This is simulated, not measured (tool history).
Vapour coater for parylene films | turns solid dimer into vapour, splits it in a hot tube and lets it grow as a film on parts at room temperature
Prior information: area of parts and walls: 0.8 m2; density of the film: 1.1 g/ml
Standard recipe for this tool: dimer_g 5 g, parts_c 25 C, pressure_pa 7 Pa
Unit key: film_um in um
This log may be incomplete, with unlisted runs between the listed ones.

Run 1, day 0: usual settings. Result: film_um 4.1 um.
Run 2, day 0.488: usual settings but dimer_g 4 g. Result: film_um 3.26 um.
Run 3, day 1.008: usual settings but parts_c 26 C. Result: film_um 4.06 um.
Run 4, day 1.583: usual settings but parts_c 26 C. Result: film_um 4.04 um.
Run 5, day 2.483: usual settings but parts_c 32 C. Result: film_um 3.61 um.
Run 6, day 3.433: usual settings but parts_c 32 C. Result: film_um 3.62 um.
Run 7, day 3.888: usual settings but parts_c 19 C. Result: film_um 4.55 um.
Run 8, day 4.35: usual settings but parts_c 19 C. Result: film_um 4.57 um.
Run 9, day 4.921: usual settings but parts_c 19 C. Result: film_um 4.57 um.
Run 10, day 5.921: usual settings but parts_c 19 C. Result: film_um 4.57 um.
Run 11, day 6.842: usual settings but parts_c 19 C. Result: film_um 4.6 um.
Run 12, day 7.312: usual settings but dimer_g 4 g. Result: film_um 3.28 um.
Run 13, day 7.75: usual settings but dimer_g 4 g. Result: film_um 3.27 um.
Run 14, day 8.396: usual settings but pressure_pa 5.82 Pa. Result: film_um 4.16 um.
Run 15, day 9.188: usual settings. Result: film_um 4.08 um.
Run 16, day 10.046: usual settings. Result: film_um 4.09 um.
Run 17, day 10.608: usual settings. Result: film_um 4.08 um.
Run 18, day 11.375: usual settings. Result: film_um 4.09 um.
Run 19, day 12.012: usual settings. Result: film_um 4.08 um.
Run 20, day 12.929: usual settings. Result: film_um 4.12 um.
Run 21, day 13.658: usual settings but dimer_g 3 g. Result: film_um 2.46 um.
Run 22, day 14.308: usual settings but dimer_g 3 g. Result: film_um 2.49 um.
Run 23, day 14.962: usual settings but dimer_g 3 g. Result: film_um 2.52 um.
Run 24, day 15.446: usual settings but dimer_g 3 g. Result: film_um 2.47 um.
Run 25, day 16.45: usual settings but pressure_pa 2.41 Pa. Result: film_um 4.38 um.
Run 26, day 16.896: usual settings but parts_c 33 C, pressure_pa 9.31 Pa. Result: film_um 3.48 um.
Run 27, day 17.829: usual settings but parts_c 33 C, pressure_pa 9.31 Pa. Result: film_um 3.49 um.
Run 28, day 18.246: usual settings but dimer_g 7 g, parts_c 17 C, pressure_pa 5.51 Pa. Result: film_um 6.75 um.
Run 29, day 18.712: usual settings but dimer_g 3 g, parts_c 20 C, pressure_pa 3.74 Pa. Result: film_um 2.82 um.
Run 30, day 19.496: usual settings but dimer_g 3 g, parts_c 29 C, pressure_pa 3.83 Pa. Result: film_um 2.37 um.
Run 31, day 20.038: usual settings but dimer_g 3 g, parts_c 29 C, pressure_pa 3.83 Pa. Result: film_um 2.39 um.
Run 32, day 20.746: usual settings but dimer_g 3 g, parts_c 29 C, pressure_pa 3.83 Pa. Result: film_um 2.4 um.
Run 33, day 21.396: usual settings but dimer_g 3 g, parts_c 29 C, pressure_pa 3.83 Pa. Result: film_um 2.38 um.
Run 34, day 22.396: usual settings but dimer_g 4 g. Result: film_um 3.29 um.
Run 35, day 22.85: usual settings but dimer_g 4 g, pressure_pa 2.1 Pa. Result: film_um 3.57 um.
Run 36, day 23.388: usual settings but dimer_g 4 g, pressure_pa 2.1 Pa. Result: film_um 3.62 um.
Run 37, day 24.029: usual settings but dimer_g 4 g, pressure_pa 5.2 Pa. Result: film_um 3.36 um.
Run 38, day 24.475: usual settings but dimer_g 9 g, parts_c 20 C, pressure_pa 3.01 Pa. Result: film_um 8.64 um.
Run 39, day 25.133: usual settings but dimer_g 9 g, parts_c 20 C, pressure_pa 3.01 Pa. Result: film_um 8.67 um.
Run 40, day 26.083: usual settings but parts_c 19 C, pressure_pa 2.25 Pa. Result: film_um 4.91 um.
Run 41, day 26.588: usual settings but parts_c 19 C, pressure_pa 2.25 Pa. Result: film_um 4.9 um.
Run 42, day 27.404: usual settings but dimer_g 2 g, parts_c 22 C. Result: film_um 1.73 um.
Run 43, day 28.012: usual settings but parts_c 28 C, pressure_pa 2.95 Pa. Result: film_um 4.11 um.
Run 44, day 29.046: usual settings but parts_c 22 C, pressure_pa 7.97 Pa. Result: film_um 4.25 um.
Run 45, day 29.729: usual settings but parts_c 22 C, pressure_pa 7.97 Pa. Result: film_um 4.33 um.

Between the runs listed above, the log contained 1 entry, not reproduced here. Where in the sequence does each belong, and how does what the log doesn't record of the tool's condition differ from the listed run before to the listed run after?
Runs 19 to 20: trap's valve overhauled (day 12.383)
  vapour lost through the trap's worn valve, %: 0.3 -> 0

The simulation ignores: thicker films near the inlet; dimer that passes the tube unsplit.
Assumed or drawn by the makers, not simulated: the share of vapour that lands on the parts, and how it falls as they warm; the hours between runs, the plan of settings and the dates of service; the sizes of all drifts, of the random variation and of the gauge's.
